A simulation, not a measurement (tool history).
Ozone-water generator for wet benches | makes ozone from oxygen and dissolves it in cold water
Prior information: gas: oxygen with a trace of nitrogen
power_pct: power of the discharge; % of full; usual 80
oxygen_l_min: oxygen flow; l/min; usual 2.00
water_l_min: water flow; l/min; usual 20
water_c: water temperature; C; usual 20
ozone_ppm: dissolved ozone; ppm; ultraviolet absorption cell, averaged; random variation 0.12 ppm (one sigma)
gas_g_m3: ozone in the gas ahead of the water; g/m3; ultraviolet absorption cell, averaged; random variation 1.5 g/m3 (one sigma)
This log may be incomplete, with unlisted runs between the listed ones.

run	day	power_pct	oxygen_l_min	water_l_min	water_c	ozone_ppm	gas_g_m3
1	0.000	80	2.00	20	20	10.3	259.3
2	5.471	80	2.00	20	15	10.7	255.2
3	11.779	80	2.00	20	21	10.1	256.4
4	15.212	80	2.00	20	20	10.3	258.3
5	17.796	80	2.00	20	20	10.5	255.9
6	22.321	80	1.83	20	20	9.9	262.4
7	27.329	80	1.83	20	20	9.7	260.1
8	31.567	80	1.83	20	20	10.0	261.7
9	34.196	80	1.83	20	20	9.8	261.8
10	39.250	96	1.83	22	14	10.7	299.8
11	43.300	52	1.83	22	14	6.6	184.3
12	48.979	52	1.83	22	14	6.6	187.2
13	53.342	52	1.83	22	14	6.4	185.6
14	58.117	83	1.15	28	20	5.3	312.6
15	60.762	80	1.61	20	20	9.3	269.7
16	66.908	80	3.52	15	20	16.0	203.8
17	71.562	91	2.71	20	20	12.5	243.3
18	77.250	94	1.85	20	20	10.9	285.8

Results per run with the tool's hidden condition removed, run-to-run variation unchanged:
The hidden state here: yield of the discharge, % of new electrodes'; contactor's efficiency, % of a clean one's; true water temperature over the reading, C; drift of the gauge itself on ozone_ppm, %; drift of the gauge itself on gas_g_m3, %.
run	ozone_ppm	gas_g_m3
1	12.0	288.7
2	12.6	285.0
3	11.8	287.3
4	12.1	289.7
5	12.3	287.6
6	11.7	295.6
7	11.6	293.8
8	11.8	296.2
9	11.7	296.9
10	13.0	346.9
11	7.6	201.5
12	7.6	205.0
13	7.4	203.8
14	6.5	360.5
15	11.2	310.2
16	19.4	235.1
17	15.4	285.7
18	13.6	337.9
